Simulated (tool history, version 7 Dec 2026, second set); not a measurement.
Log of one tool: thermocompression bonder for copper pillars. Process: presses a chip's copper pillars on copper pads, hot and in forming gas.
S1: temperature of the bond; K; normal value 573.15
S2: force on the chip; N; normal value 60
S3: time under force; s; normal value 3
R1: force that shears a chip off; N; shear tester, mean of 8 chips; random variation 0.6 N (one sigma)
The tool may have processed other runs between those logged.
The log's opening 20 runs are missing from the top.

run	day	S1	S2	S3	R1
21	7.433	600.15	44	7	127.4
22	7.804	573.15	42	2	68.9
23	8.221	560.15	64	2	91.9
24	8.492	573.15	58	3	106.4
25	8.800	583.15	47	3	96.1
26	9.175	583.15	74	6	145.8
27	9.717	600.15	60	3	128.7
28	10.171	600.15	60	3	129.1
29	10.442	573.15	78	3	129.4
30	10.979	573.15	78	3	128.6
31	11.379	573.15	46	3	86.1
32	11.762	574.15	76	2	117.4

3 options for the next run, each taken on its own from the tool as it stands now. Forecast them:
A	12.304	574.15	57	2	?
B	12.304	594.15	36	2	?
C	12.304	574.15	49	2	?

run	R1
A	94.9
B	71.0
C	81.4
The same runs, with their run-to-run variation unchanged, on a tool lacking any hidden condition would have given:
run	R1
A	96.5
B	72.4
C	82.8
